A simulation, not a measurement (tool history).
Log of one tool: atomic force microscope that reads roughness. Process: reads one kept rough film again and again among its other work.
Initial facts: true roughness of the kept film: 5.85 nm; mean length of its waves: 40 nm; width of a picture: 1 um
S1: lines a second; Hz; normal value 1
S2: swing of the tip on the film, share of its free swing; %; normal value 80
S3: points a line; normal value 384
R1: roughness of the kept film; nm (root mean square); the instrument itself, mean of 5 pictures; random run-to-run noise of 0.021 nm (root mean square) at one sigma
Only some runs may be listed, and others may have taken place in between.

run 1 hour=0 | S1=1 S2=80 S3=384 | R1=4.822
-- hour=51.6 new tip fitted
run 2 hour=56.1 | S1=1 S2=80 S3=384 | R1=5.141
run 3 hour=89.9 | S1=1 S2=80 S3=384 | R1=4.677
-- hour=124.7 new tip fitted
run 4 hour=141.7 | S1=1.45 S2=80 S3=384 | R1=4.878
run 5 hour=177.7 | S1=1.45 S2=80 S3=384 | R1=4.401
-- hour=198.4 new tip fitted
run 6 hour=212.9 | S1=1.45 S2=80 S3=384 | R1=4.896
run 7 hour=238.2 | S1=1.45 S2=80 S3=384 | R1=4.608
-- hour=271.1 new tip fitted
run 8 hour=293 | S1=1.45 S2=80 S3=384 | R1=4.823
run 9 hour=320.3 | S1=1.45 S2=80 S3=384 | R1=4.488
-- hour=343.8 new tip fitted
run 10 hour=359.6 | S1=1.45 S2=66 S3=384 | R1=5.044
run 11 hour=408.8 | S1=1.45 S2=66 S3=384 | R1=4.436
-- hour=417.4 new tip fitted
run 12 hour=439.9 | S1=1 S2=66 S3=384 | R1=5.03
run 13 hour=470.2 | S1=0.56 S2=69 S3=384 | R1=4.686
-- hour=490.5 new tip fitted
run 14 hour=514.5 | S1=0.67 S2=80 S3=264 | R1=4.934
run 15 hour=542.6 | S1=2.92 S2=79 S3=914 | R1=4.281
-- hour=562.4 new tip fitted
run 16 hour=571.3 | S1=1 S2=80 S3=983 | R1=5.098
run 17 hour=602.1 | S1=1.54 S2=80 S3=983 | R1=4.584
run 18 hour=631.1 | S1=0.64 S2=80 S3=778 | R1=4.423
-- hour=634.4 new tip fitted
run 19 hour=671 | S1=0.88 S2=80 S3=489 | R1=4.722
-- hour=706.3 new tip fitted
run 20 hour=716.9 | S1=0.88 S2=80 S3=489 | R1=5.182
run 21 hour=744.7 | S1=0.88 S2=80 S3=489 | R1=4.748
run 22 hour=774.9 | S1=0.88 S2=80 S3=489 | R1=4.388
-- hour=778.3 new tip fitted
run 23 hour=803 | S1=0.96 S2=90 S3=720 | R1=4.802

3 options for the next run, each taken on its own from the tool as it stands now. Forecast them:
-- hour=851.6 new tip fitted
run A hour=864.3 | S1=1 S2=80 S3=332 | R1=?
-- hour=851.6 new tip fitted
run B hour=864.3 | S1=0.96 S2=90 S3=263 | R1=?
-- hour=851.6 new tip fitted
run C hour=864.3 | S1=3.24 S2=56 S3=484 | R1=?

run=A R1=5.093
run=B R1=4.993
run=C R1=5.151
What these runs would have given with no unlogged condition in the tool:
run=A R1=5.213
run=B R1=5.11
run=C R1=5.272
